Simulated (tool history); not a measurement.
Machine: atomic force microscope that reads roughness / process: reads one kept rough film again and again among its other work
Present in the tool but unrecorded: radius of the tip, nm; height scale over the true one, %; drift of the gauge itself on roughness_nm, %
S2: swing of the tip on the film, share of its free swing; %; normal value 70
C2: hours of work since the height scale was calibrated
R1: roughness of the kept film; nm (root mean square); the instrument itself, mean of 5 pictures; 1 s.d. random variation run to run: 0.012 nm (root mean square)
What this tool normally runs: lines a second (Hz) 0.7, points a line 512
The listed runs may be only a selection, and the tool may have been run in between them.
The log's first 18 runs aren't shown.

run 19 hour=461.6 | lines_a_second_(Hz)=1.115 S2=71 points_a_line=512 | pictures_with_this_tip=54 C2=342 | R1=2.339
run 20 hour=492.2 | lines_a_second_(Hz)=1.115 S2=71 points_a_line=512 | pictures_with_this_tip=80 C2=354 | R1=2.228
run 21 hour=509.4 | lines_a_second_(Hz)=0.545 S2=70 points_a_line=614 | pictures_with_this_tip=95 C2=361 | R1=2.181
run 22 hour=531.3 | lines_a_second_(Hz)=3.646 S2=70 points_a_line=512 | pictures_with_this_tip=114 C2=370 | R1=1.939
run 23 hour=554 | lines_a_second_(Hz)=3.646 S2=70 points_a_line=651 | pictures_with_this_tip=134 C2=380 | R1=1.869
run 24 hour=570.8 | lines_a_second_(Hz)=1.091 S2=55 points_a_line=975 | pictures_with_this_tip=148 C2=387 | R1=1.948
run 25 hour=587.2 | lines_a_second_(Hz)=1.994 S2=88 points_a_line=882 | pictures_with_this_tip=162 C2=393 | R1=1.698
run 26 hour=607.6 | lines_a_second_(Hz)=3.999 S2=55 points_a_line=512 | pictures_with_this_tip=180 C2=402 | R1=1.789
run 27 hour=627.2 | lines_a_second_(Hz)=1.45 S2=83 points_a_line=611 | pictures_with_this_tip=197 C2=410 | R1=1.683
run 28 hour=664 | lines_a_second_(Hz)=2.35 S2=82 points_a_line=450 | pictures_with_this_tip=229 C2=425 | R1=1.525
run 29 hour=679.2 | lines_a_second_(Hz)=3.368 S2=58 points_a_line=455 | pictures_with_this_tip=242 C2=431 | R1=1.612
run 30 hour=703.5 | lines_a_second_(Hz)=0.7 S2=80 points_a_line=626 | pictures_with_this_tip=263 C2=441 | R1=1.586
run 31 hour=738.6 | lines_a_second_(Hz)=0.7 S2=80 points_a_line=626 | pictures_with_this_tip=293 C2=455 | R1=1.502
-- hour=756.2 new tip fitted
run 32 hour=758.6 | lines_a_second_(Hz)=0.524 S2=70 points_a_line=512 | pictures_with_this_tip=2 C2=463 | R1=2.729
run 33 hour=778 | lines_a_second_(Hz)=0.941 S2=67 points_a_line=343 | pictures_with_this_tip=19 C2=471 | R1=2.583
run 34 hour=805.5 | lines_a_second_(Hz)=0.941 S2=67 points_a_line=343 | pictures_with_this_tip=42 C2=483 | R1=2.426

What if the next run were any one of these 5? Each begins from the tool's condition after run 34:
run A hour=820.3 | lines_a_second_(Hz)=1.425 S2=63 points_a_line=815 | pictures_with_this_tip=55 C2=489 | R1=?
run B hour=820.3 | lines_a_second_(Hz)=0.775 S2=66 points_a_line=375 | pictures_with_this_tip=55 C2=489 | R1=?
run C hour=820.3 | lines_a_second_(Hz)=0.98 S2=67 points_a_line=343 | pictures_with_this_tip=55 C2=489 | R1=?
run D hour=820.3 | lines_a_second_(Hz)=1.371 S2=75 points_a_line=343 | pictures_with_this_tip=55 C2=489 | R1=?
run E hour=820.3 | lines_a_second_(Hz)=0.7 S2=80 points_a_line=388 | pictures_with_this_tip=55 C2=489 | R1=?

run=A R1=2.389
run=B R1=2.395
run=C R1=2.336
run=D R1=2.3
run=E R1=2.327
Take away the tool's hidden state, keep each run's random variation, and the runs would have read:
run=A R1=2.751
run=B R1=2.759
run=C R1=2.691
run=D R1=2.651
run=E R1=2.68
